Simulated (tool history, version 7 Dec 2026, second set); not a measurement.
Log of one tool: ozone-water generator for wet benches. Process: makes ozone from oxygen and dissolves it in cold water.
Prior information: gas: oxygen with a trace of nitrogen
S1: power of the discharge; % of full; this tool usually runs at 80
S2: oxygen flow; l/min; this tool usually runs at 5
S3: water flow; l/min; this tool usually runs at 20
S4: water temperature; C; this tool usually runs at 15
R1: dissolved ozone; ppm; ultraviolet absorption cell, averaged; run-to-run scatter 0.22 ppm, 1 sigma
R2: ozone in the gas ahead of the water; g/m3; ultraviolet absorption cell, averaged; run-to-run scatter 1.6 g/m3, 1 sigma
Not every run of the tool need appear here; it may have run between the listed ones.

{"run": 1, "hour": 0.0, "S1": 80, "S2": 5, "S3": 20, "S4": 15, "R1": 30.6, "R2": 305.9}
{"run": 2, "hour": 39.1, "S1": 80, "S2": 5, "S3": 20, "S4": 15, "R1": 30.7, "R2": 301.3}
{"run": 3, "hour": 90.6, "S1": 80, "S2": 5, "S3": 20, "S4": 15, "R1": 30.7, "R2": 299.6}
{"run": 4, "hour": 163.1, "S1": 80, "S2": 5, "S3": 20, "S4": 15, "R1": 30.3, "R2": 300.6}
{"run": 5, "hour": 211.3, "S1": 80, "S2": 5, "S3": 20, "S4": 15, "R1": 30.5, "R2": 301.6}
{"run": 6, "hour": 245.3, "S1": 80, "S2": 3.6, "S3": 20, "S4": 15, "R1": 31.2, "R2": 374.8}
{"run": 7, "hour": 299.8, "S1": 80, "S2": 2.95, "S3": 20, "S4": 15, "R1": 31.2, "R2": 427.8}
{"run": 8, "hour": 342.2, "S1": 40, "S2": 2.95, "S3": 20, "S4": 15, "R1": 17.1, "R2": 237}
{"run": 9, "hour": 382.2, "S1": 40, "S2": 2.95, "S3": 20, "S4": 15, "R1": 17.1, "R2": 235.5}
{"run": 10, "hour": 415.0, "S1": 40, "S2": 2.95, "S3": 20, "S4": 15, "R1": 17.3, "R2": 238.1}
{"run": 11, "hour": 457.5, "S1": 40, "S2": 2.95, "S3": 20, "S4": 15, "R1": 17.1, "R2": 235.6}
{"run": 12, "hour": 500.0, "S1": 40, "S2": 2.95, "S3": 20, "S4": 15, "R1": 17.1, "R2": 235.8}
{"run": 13, "hour": 556.5, "S1": 40, "S2": 2.95, "S3": 20, "S4": 15, "R1": 16.9, "R2": 237.2}
{"run": 14, "hour": 586.6, "S1": 87, "S2": 2.95, "S3": 20, "S4": 15, "R1": 33.5, "R2": 462.4}
{"run": 15, "hour": 656.4, "S1": 80, "S2": 5, "S3": 20, "S4": 21, "R1": 28, "R2": 301.3}
{"run": 16, "hour": 707.0, "S1": 80, "S2": 5, "S3": 20, "S4": 21, "R1": 27.9, "R2": 299.3}
{"run": 17, "hour": 747.4, "S1": 80, "S2": 5, "S3": 20, "S4": 21, "R1": 27.9, "R2": 299.3}
{"run": 18, "hour": 807.1, "S1": 80, "S2": 5, "S3": 20, "S4": 21, "R1": 28, "R2": 299.3}
{"run": 19, "hour": 863.0, "S1": 96, "S2": 2.77, "S3": 26, "S4": 15, "R1": 28.2, "R2": 519.9}
{"run": 20, "hour": 929.5, "S1": 84, "S2": 4.79, "S3": 22, "S4": 10, "R1": 31.7, "R2": 320.7}
{"run": 21, "hour": 959.7, "S1": 88, "S2": 7.9, "S3": 22, "S4": 10, "R1": 31.2, "R2": 238.2}
{"run": 22, "hour": 1000.4, "S1": 80, "S2": 6.57, "S3": 20, "S4": 15, "R1": 29.1, "R2": 247.9}
{"hour": 1018.3, "done": "water thermometer calibrated"}
{"run": 23, "hour": 1068.6, "S1": 80, "S2": 2.74, "S3": 28, "S4": 15, "R1": 22.2, "R2": 446.1}
{"run": 24, "hour": 1120.3, "S1": 95, "S2": 5, "S3": 31, "S4": 15, "R1": 24.2, "R2": 347.7}
{"run": 25, "hour": 1165.1, "S1": 95, "S2": 5, "S3": 31, "S4": 15, "R1": 24.3, "R2": 346.4}
{"run": 26, "hour": 1234.4, "S1": 53, "S2": 5.67, "S3": 18, "S4": 14, "R1": 23.3, "R2": 191.8}
{"run": 27, "hour": 1297.0, "S1": 58, "S2": 8.06, "S3": 18, "S4": 19, "R1": 21.3, "R2": 164.5}
{"run": 28, "hour": 1336.3, "S1": 58, "S2": 4.65, "S3": 18, "S4": 8, "R1": 27.4, "R2": 236.7}
{"run": 29, "hour": 1380.2, "S1": 58, "S2": 4.65, "S3": 18, "S4": 8, "R1": 27.3, "R2": 236}
{"run": 30, "hour": 1446.9, "S1": 80, "S2": 5, "S3": 24, "S4": 12, "R1": 26.9, "R2": 300.5}
{"run": 31, "hour": 1506.0, "S1": 62, "S2": 5, "S3": 20, "S4": 15, "R1": 24.2, "R2": 239.1}
{"run": 32, "hour": 1557.0, "S1": 67, "S2": 5, "S3": 20, "S4": 20, "R1": 24.2, "R2": 255.5}
{"run": 33, "hour": 1593.9, "S1": 67, "S2": 5, "S3": 20, "S4": 20, "R1": 24, "R2": 258.3}

4 ways to go on from here, each from the tool as it stands after run 33. What would each give?
{"run": "A", "hour": 1626.4, "S1": 65, "S2": 7.25, "S3": 20, "S4": 10, "R1": "?", "R2": "?"}
{"run": "B", "hour": 1626.4, "S1": 46, "S2": 5, "S3": 20, "S4": 18, "R1": "?", "R2": "?"}
{"run": "C", "hour": 1626.4, "S1": 98, "S2": 5, "S3": 20, "S4": 15, "R1": "?", "R2": "?"}
{"run": "D", "hour": 1626.4, "S1": 80, "S2": 4.89, "S3": 20, "S4": 22, "R1": "?", "R2": "?"}

run=A R1=26.2 R2=194.6
run=B R1=18.3 R2=186.1
run=C R1=35.2 R2=354.5
run=D R1=27.2 R2=301.1
Stripped of hidden state, with their random variation kept, the same runs would have yielded:
run=A R1=28.9 R2=200.6
run=B R1=20 R2=190
run=C R1=39.3 R2=369.6
run=D R1=30.3 R2=312.3

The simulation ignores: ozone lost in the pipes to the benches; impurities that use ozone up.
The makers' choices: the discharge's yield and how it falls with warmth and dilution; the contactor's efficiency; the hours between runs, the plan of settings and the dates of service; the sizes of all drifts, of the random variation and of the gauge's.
